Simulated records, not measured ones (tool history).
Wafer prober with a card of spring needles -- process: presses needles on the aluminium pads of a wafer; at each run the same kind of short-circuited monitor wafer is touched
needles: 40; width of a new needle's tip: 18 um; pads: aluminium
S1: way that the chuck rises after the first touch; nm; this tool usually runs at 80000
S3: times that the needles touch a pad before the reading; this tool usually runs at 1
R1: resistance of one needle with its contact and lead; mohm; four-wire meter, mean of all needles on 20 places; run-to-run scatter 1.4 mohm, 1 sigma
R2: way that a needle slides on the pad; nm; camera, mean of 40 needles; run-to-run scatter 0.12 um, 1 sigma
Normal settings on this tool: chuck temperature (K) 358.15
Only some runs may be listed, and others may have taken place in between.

run 1 hour=0.0 | S1=80000 chuck_temperature_(K)=358.15 S3=1 | R1=123 R2=16380
-- hour=2.3 tips cleaned on abrasive film
run 2 hour=6.1 | S1=71000 chuck_temperature_(K)=358.15 S3=1 | R1=137 R2=14360
-- hour=11.3 tips cleaned on abrasive film
run 3 hour=11.5 | S1=71000 chuck_temperature_(K)=358.15 S3=1 | R1=120 R2=14220
run 4 hour=18.6 | S1=71000 chuck_temperature_(K)=358.15 S3=1 | R1=129 R2=14360
-- hour=20.5 tips cleaned on abrasive film
run 5 hour=26.4 | S1=71000 chuck_temperature_(K)=358.15 S3=1 | R1=126 R2=14050
-- hour=30.1 tips cleaned on abrasive film
-- hour=36.4 tips cleaned on abrasive film, once more
run 6 hour=36.4 | S1=71000 chuck_temperature_(K)=358.15 S3=1 | R1=118 R2=14140
-- hour=45.5 tips cleaned on abrasive film
run 7 hour=45.9 | S1=71000 chuck_temperature_(K)=358.15 S3=1 | R1=119 R2=14210
run 8 hour=50.6 | S1=80000 chuck_temperature_(K)=370.15 S3=1 | R1=127 R2=16260
-- hour=54.4 tips cleaned on abrasive film
run 9 hour=56.2 | S1=80000 chuck_temperature_(K)=370.15 S3=1 | R1=120 R2=15970
run 10 hour=60.6 | S1=80000 chuck_temperature_(K)=370.15 S3=1 | R1=124 R2=16070
-- hour=63.2 tips cleaned on abrasive film
run 11 hour=68.8 | S1=80000 chuck_temperature_(K)=370.15 S3=1 | R1=125 R2=16070
-- hour=72.2 tips cleaned on abrasive film
run 12 hour=75.0 | S1=83000 chuck_temperature_(K)=358.15 S3=1 | R1=117 R2=16700
run 13 hour=80.2 | S1=80000 chuck_temperature_(K)=358.15 S3=1 | R1=127 R2=16030
-- hour=81.1 tips cleaned on abrasive film
-- hour=90.2 tips cleaned on abrasive film
run 14 hour=91.1 | S1=80000 chuck_temperature_(K)=358.15 S3=1 | R1=118 R2=16190
-- hour=99.0 tips cleaned on abrasive film
run 15 hour=100.1 | S1=80000 chuck_temperature_(K)=358.15 S3=1 | R1=118 R2=16190
-- hour=107.8 tips cleaned on abrasive film
run 16 hour=110.9 | S1=80000 chuck_temperature_(K)=358.15 S3=1 | R1=120 R2=15990
-- hour=117.4 tips cleaned on abrasive film
run 17 hour=120.5 | S1=80000 chuck_temperature_(K)=358.15 S3=1 | R1=119 R2=16190
-- hour=126.4 tips cleaned on abrasive film
run 18 hour=130.9 | S1=61000 chuck_temperature_(K)=352.15 S3=3 | R1=120 R2=11860
-- hour=135.3 tips cleaned on abrasive film
run 19 hour=140.9 | S1=97000 chuck_temperature_(K)=329.15 S3=3 | R1=113 R2=19580
-- hour=144.2 tips cleaned on abrasive film
run 20 hour=146.4 | S1=80000 chuck_temperature_(K)=353.15 S3=2 | R1=117 R2=16040
run 21 hour=151.8 | S1=86000 chuck_temperature_(K)=336.15 S3=2 | R1=119 R2=17280
-- hour=153.5 tips cleaned on abrasive film
run 22 hour=160.7 | S1=86000 chuck_temperature_(K)=336.15 S3=2 | R1=116 R2=17200
-- hour=162.6 tips cleaned on abrasive film
run 23 hour=165.4 | S1=95000 chuck_temperature_(K)=336.15 S3=2 | R1=114 R2=19160
-- hour=171.8 tips cleaned on abrasive film
run 24 hour=173.5 | S1=84000 chuck_temperature_(K)=358.15 S3=2 | R1=118 R2=16860
-- hour=181.4 tips cleaned on abrasive film
run 25 hour=181.8 | S1=65000 chuck_temperature_(K)=391.15 S3=3 | R1=125 R2=12840
-- hour=190.4 tips cleaned on abrasive film
run 26 hour=192.5 | S1=67000 chuck_temperature_(K)=319.15 S3=3 | R1=115 R2=13030
run 27 hour=197.3 | S1=69000 chuck_temperature_(K)=331.15 S3=3 | R1=119 R2=13630
-- hour=199.4 tips cleaned on abrasive film
run 28 hour=205.2 | S1=69000 chuck_temperature_(K)=331.15 S3=3 | R1=117 R2=13750
-- hour=208.2 tips cleaned on abrasive film
run 29 hour=212.2 | S1=69000 chuck_temperature_(K)=331.15 S3=3 | R1=117 R2=13550
-- hour=217.1 tips cleaned on abrasive film
run 30 hour=218.1 | S1=69000 chuck_temperature_(K)=331.15 S3=2 | R1=118 R2=13490
-- hour=225.9 tips cleaned on abrasive film
run 31 hour=226.2 | S1=69000 chuck_temperature_(K)=331.15 S3=2 | R1=113 R2=13290
-- hour=234.7 tips cleaned on abrasive film
run 32 hour=235.5 | S1=80000 chuck_temperature_(K)=330.15 S3=1 | R1=116 R2=15970
run 33 hour=243.2 | S1=69000 chuck_temperature_(K)=322.15 S3=1 | R1=128 R2=13540
-- hour=244.0 tips cleaned on abrasive film
run 34 hour=251.1 | S1=82000 chuck_temperature_(K)=300.15 S3=1 | R1=118 R2=16020

3 ways to go on from here, each from the tool as it stands after run 34. What would each give?
-- hour=253.2 tips cleaned on abrasive film
run A hour=256.9 | S1=99000 chuck_temperature_(K)=302.15 S3=1 | R1=? R2=?
-- hour=253.2 tips cleaned on abrasive film
run B hour=256.9 | S1=62000 chuck_temperature_(K)=358.15 S3=1 | R1=? R2=?
-- hour=253.2 tips cleaned on abrasive film
run C hour=256.9 | S1=63000 chuck_temperature_(K)=328.15 S3=1 | R1=? R2=?

run=A R1=113 R2=20050
run=B R1=127 R2=12000
run=C R1=124 R2=12290
Had the tool no hidden state, the same runs would have come out as:
run=A R1=108 R2=21340
run=B R1=117 R2=13290
run=C R1=114 R2=13580
